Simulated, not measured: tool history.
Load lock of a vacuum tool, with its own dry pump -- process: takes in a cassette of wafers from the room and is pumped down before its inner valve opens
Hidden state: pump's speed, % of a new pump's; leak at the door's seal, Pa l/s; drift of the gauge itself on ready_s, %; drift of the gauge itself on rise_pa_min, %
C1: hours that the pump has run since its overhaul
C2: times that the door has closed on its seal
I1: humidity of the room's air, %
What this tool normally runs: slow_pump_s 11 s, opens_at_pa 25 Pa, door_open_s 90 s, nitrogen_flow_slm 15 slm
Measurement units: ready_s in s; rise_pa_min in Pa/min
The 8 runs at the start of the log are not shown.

Run 9, day 127.471: usual settings but opens_at_pa 26 Pa; C1 11560; C2 7152; I1 45.1. Result: ready_s 36 s, rise_pa_min 0.091 Pa/min.
Run 10, day 145.404: usual settings but opens_at_pa 26 Pa; C1 11990; C2 7905; I1 43.6. Result: ready_s 36 s, rise_pa_min 0.089 Pa/min.
Run 11, day 156.508: usual settings but opens_at_pa 26 Pa; C1 12257; C2 8371; I1 44.3. Result: ready_s 36.5 s, rise_pa_min 0.096 Pa/min.
At day 162.512: dry pump taken out, an overhauled one fitted.
Run 12, day 177.521: usual settings but opens_at_pa 26 Pa; C1 360; C2 9242; I1 43.5. Result: ready_s 29.5 s, rise_pa_min 0.109 Pa/min.
Run 13, day 198.608: usual settings but opens_at_pa 26 Pa, door_open_s 48 s; C1 866; C2 10127; I1 43. Result: ready_s 29.7 s, rise_pa_min 0.11 Pa/min.
Run 14, day 215.683: usual settings; C1 1276; C2 10843; I1 48.9. Result: ready_s 31 s, rise_pa_min 0.13 Pa/min.
Run 15, day 235.888: usual settings; C1 1761; C2 11691; I1 43.8. Result: ready_s 29.5 s, rise_pa_min 0.142 Pa/min.
Run 16, day 260.871: usual settings; C1 2361; C2 12739; I1 44. Result: ready_s 31.6 s, rise_pa_min 0.158 Pa/min.
Run 17, day 284.162: usual settings but opens_at_pa 34 Pa; C1 2920; C2 13717; I1 46.9. Result: ready_s 31 s, rise_pa_min 0.169 Pa/min.
Run 18, day 308.725: usual settings but slow_pump_s 13 s, opens_at_pa 37 Pa, door_open_s 27 s; C1 3509; C2 14747; I1 44.3. Result: ready_s 32.3 s, rise_pa_min 0.177 Pa/min.
Run 19, day 322: usual settings but slow_pump_s 21 s, opens_at_pa 37 Pa, door_open_s 26 s; C1 3828; C2 15304; I1 45.8. Result: ready_s 37.2 s, rise_pa_min 0.182 Pa/min.
Run 20, day 339.958: usual settings but slow_pump_s 21 s, opens_at_pa 37 Pa, door_open_s 26 s; C1 4259; C2 16058; I1 46.4. Result: ready_s 37.2 s, rise_pa_min 0.203 Pa/min.
Run 21, day 363.467: usual settings but slow_pump_s 21 s, opens_at_pa 37 Pa, door_open_s 26 s, nitrogen_flow_slm 14 slm; C1 4823; C2 17044; I1 43. Result: ready_s 37.9 s, rise_pa_min 0.217 Pa/min.
Run 22, day 384.217: usual settings but slow_pump_s 7 s, opens_at_pa 46 Pa, door_open_s 120 s, nitrogen_flow_slm 8 slm; C1 5321; C2 17915; I1 45. Result: ready_s 28.1 s, rise_pa_min 0.255 Pa/min.
Run 23, day 396.083: usual settings but opens_at_pa 43 Pa, door_open_s 148 s; C1 5606; C2 18413; I1 47.2. Result: ready_s 30.3 s, rise_pa_min 0.252 Pa/min.
Run 24, day 408.892: usual settings but opens_at_pa 43 Pa, door_open_s 148 s; C1 5913; C2 18950; I1 43.3. Result: ready_s 31 s, rise_pa_min 0.272 Pa/min.
Run 25, day 424.638: usual settings but opens_at_pa 43 Pa, door_open_s 148 s; C1 6291; C2 19611; I1 45.3. Result: ready_s 30.7 s, rise_pa_min 0.279 Pa/min.
Run 26, day 439.2: usual settings but opens_at_pa 23 Pa, door_open_s 155 s; C1 6641; C2 20222; I1 46.9. Result: ready_s 33.1 s, rise_pa_min 0.293 Pa/min.
Run 27, day 462.158: usual settings but slow_pump_s 20 s, opens_at_pa 41 Pa, door_open_s 51 s, nitrogen_flow_slm 4 slm; C1 7191; C2 21185; I1 44.8. Result: ready_s 38 s, rise_pa_min 0.321 Pa/min.
Run 28, day 472.792: usual settings but slow_pump_s 20 s, opens_at_pa 41 Pa, door_open_s 231 s, nitrogen_flow_slm 11 slm; C1 7447; C2 21632; I1 42.6. Result: ready_s 37.6 s, rise_pa_min 0.337 Pa/min.
Run 29, day 488.404: usual settings but slow_pump_s 20 s, opens_at_pa 41 Pa, door_open_s 30 s, nitrogen_flow_slm 11 slm; C1 7821; C2 22287; I1 43.5. Result: ready_s 37 s, rise_pa_min 0.323 Pa/min.
Run 30, day 510.358: usual settings but slow_pump_s 10 s, opens_at_pa 47 Pa, nitrogen_flow_slm 28 slm; C1 8348; C2 23208; I1 39.1. Result: ready_s 30.9 s, rise_pa_min 0.337 Pa/min.

4 ways to go on from here, each from the tool as it stands after run 30. What would each give?
Run A, day 524.012: usual settings but opens_at_pa 33 Pa; C1 8676; C2 23781; I1 44.7. Result: ready_s ?, rise_pa_min ?.
Run B, day 524.012: usual settings but slow_pump_s 7 s, opens_at_pa 43 Pa, nitrogen_flow_slm 28 slm; C1 8676; C2 23781; I1 46.9. Result: ready_s ?, rise_pa_min ?.
Run C, day 524.012: usual settings but opens_at_pa 32 Pa, door_open_s 69 s; C1 8676; C2 23781; I1 45.5. Result: ready_s ?, rise_pa_min ?.
Run D, day 524.012: usual settings but slow_pump_s 8 s, opens_at_pa 44 Pa; C1 8676; C2 23781; I1 41.3. Result: ready_s ?, rise_pa_min ?.

run  ready_s  rise_pa_min
  A       33         0.36
  B     29.6        0.338
  C     33.8        0.347
  D       30        0.361
The same runs, with their run-to-run variation unchanged, on a tool lacking any hidden condition would have given:
run  ready_s  rise_pa_min
  A     28.8        0.038
  B     25.4        0.021
  C     29.7        0.025
  D     25.9        0.032
